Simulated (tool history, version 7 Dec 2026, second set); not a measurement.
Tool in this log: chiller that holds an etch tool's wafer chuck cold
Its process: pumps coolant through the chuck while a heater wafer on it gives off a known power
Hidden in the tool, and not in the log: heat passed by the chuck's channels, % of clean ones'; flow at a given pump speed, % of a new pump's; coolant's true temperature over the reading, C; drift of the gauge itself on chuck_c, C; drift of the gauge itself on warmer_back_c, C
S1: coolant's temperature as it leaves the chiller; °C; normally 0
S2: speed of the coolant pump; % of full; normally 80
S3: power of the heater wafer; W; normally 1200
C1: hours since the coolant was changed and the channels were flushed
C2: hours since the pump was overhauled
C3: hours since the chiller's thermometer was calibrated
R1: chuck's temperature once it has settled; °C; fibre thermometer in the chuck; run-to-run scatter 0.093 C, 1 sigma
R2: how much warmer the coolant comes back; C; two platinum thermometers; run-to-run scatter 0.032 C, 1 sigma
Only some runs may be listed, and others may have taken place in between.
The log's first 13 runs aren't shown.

Run 14, day 58.088: usual settings but S1 3 °C; C1 4095; C2 2517; C3 2693. Result: R1 11.39 °C, R2 3.49 C.
Run 15, day 62.467: usual settings but S1 3 °C; C1 4200; C2 2623; C3 2798. Result: R1 11.38 °C, R2 3.46 C.
At day 63.079: coolant changed, channels flushed.
Run 16, day 66.004: usual settings; C1 70; C2 2701; C3 2877. Result: R1 7.89 °C, R2 3.51 C.
Run 17, day 69.571: usual settings; C1 156; C2 2787; C3 2962. Result: R1 7.84 °C, R2 3.60 C.
Run 18, day 73.908: usual settings but S1 -2 °C, S2 81 % of full, S3 670 W; C1 260; C2 2891; C3 3066. Result: R1 2.34 °C, R2 1.99 C.
Run 19, day 76.429: usual settings but S1 -2 °C, S2 81 % of full, S3 670 W; C1 320; C2 2952; C3 3127. Result: R1 2.08 °C, R2 1.96 C.
Run 20, day 79.471: usual settings but S1 -2 °C, S2 65 % of full, S3 659 W; C1 393; C2 3025; C3 3200. Result: R1 3.02 °C, R2 2.39 C.
Run 21, day 82.138: usual settings but S1 3 °C, S2 65 % of full, S3 1152 W; C1 457; C2 3089; C3 3264. Result: R1 12.10 °C, R2 4.20 C.
At day 82.638: coolant pump overhauled.
Run 22, day 85.321: usual settings but S1 3 °C, S2 65 % of full, S3 1152 W; C1 529; C2 64; C3 3335. Result: R1 12.25 °C, R2 4.41 C.
Run 23, day 87.979: usual settings but S1 3 °C, S2 65 % of full, S3 1152 W; C1 593; C2 128; C3 3399. Result: R1 12.37 °C, R2 4.47 C.
Run 24, day 91.500: usual settings but S2 64 % of full, S3 1073 W; C1 677; C2 213; C3 3484. Result: R1 8.82 °C, R2 4.24 C.
Run 25, day 95.629: usual settings but S1 3 °C, S3 1002 W; C1 776; C2 312; C3 3583. Result: R1 9.72 °C, R2 3.09 C.
Run 26, day 98.146: usual settings but S1 -8 °C, S2 82 % of full, S3 1086 W; C1 837; C2 372; C3 3643. Result: R1 -0.80 °C, R2 3.27 C.
Run 27, day 100.692: usual settings but S1 9 °C, S2 61 % of full, S3 617 W; C1 898; C2 433; C3 3704. Result: R1 14.11 °C, R2 2.53 C.
Run 28, day 103.079: usual settings but S1 -7 °C, S2 99 % of full, S3 617 W; C1 955; C2 491; C3 3762. Result: R1 -3.78 °C, R2 1.55 C.
At day 105.704: coolant pump overhauled, once more.
Run 29, day 108.288: usual settings but S1 2 °C, S2 93 % of full, S3 1062 W; C1 1075; C2 62; C3 3882. Result: R1 7.70 °C, R2 2.48 C.
Run 30, day 110.533: usual settings but S1 2 °C, S2 93 % of full, S3 1062 W; C1 1129; C2 116; C3 3935. Result: R1 7.80 °C, R2 2.48 C.
Run 31, day 114.888: usual settings but S1 3 °C, S2 78 % of full, S3 1698 W; C1 1233; C2 220; C3 4040. Result: R1 13.97 °C, R2 4.84 C.
Run 32, day 119.062: usual settings but S1 9 °C, S2 61 % of full, S3 1106 W; C1 1334; C2 321; C3 4140. Result: R1 17.61 °C, R2 4.00 C.

4 options for the next run, each taken on its own from the tool as it stands now. Forecast them:
Run A, day 122.579: usual settings but S1 3 °C, S2 61 % of full, S3 1106 W; C1 1418; C2 405; C3 4225. Result: R1 ?, R2 ?.
Run B, day 122.579: usual settings but S2 88 % of full, S3 688 W; C1 1418; C2 405; C3 4225. Result: R1 ?, R2 ?.
Run C, day 122.579: usual settings but S1 9 °C, S2 75 % of full, S3 610 W; C1 1418; C2 405; C3 4225. Result: R1 ?, R2 ?.
Run D, day 122.579: usual settings but S1 10 °C, S2 65 % of full; C1 1418; C2 405; C3 4225. Result: R1 ?, R2 ?.

run     R1    R2
  A  11.63  4.08
  B   3.85  1.75
  C  12.56  1.76
  D  18.84  4.18
With no hidden state in the tool, these same runs would have given:
run     R1    R2
  A  11.77  4.00
  B   4.20  1.72
  C  12.92  1.73
  D  18.97  4.10
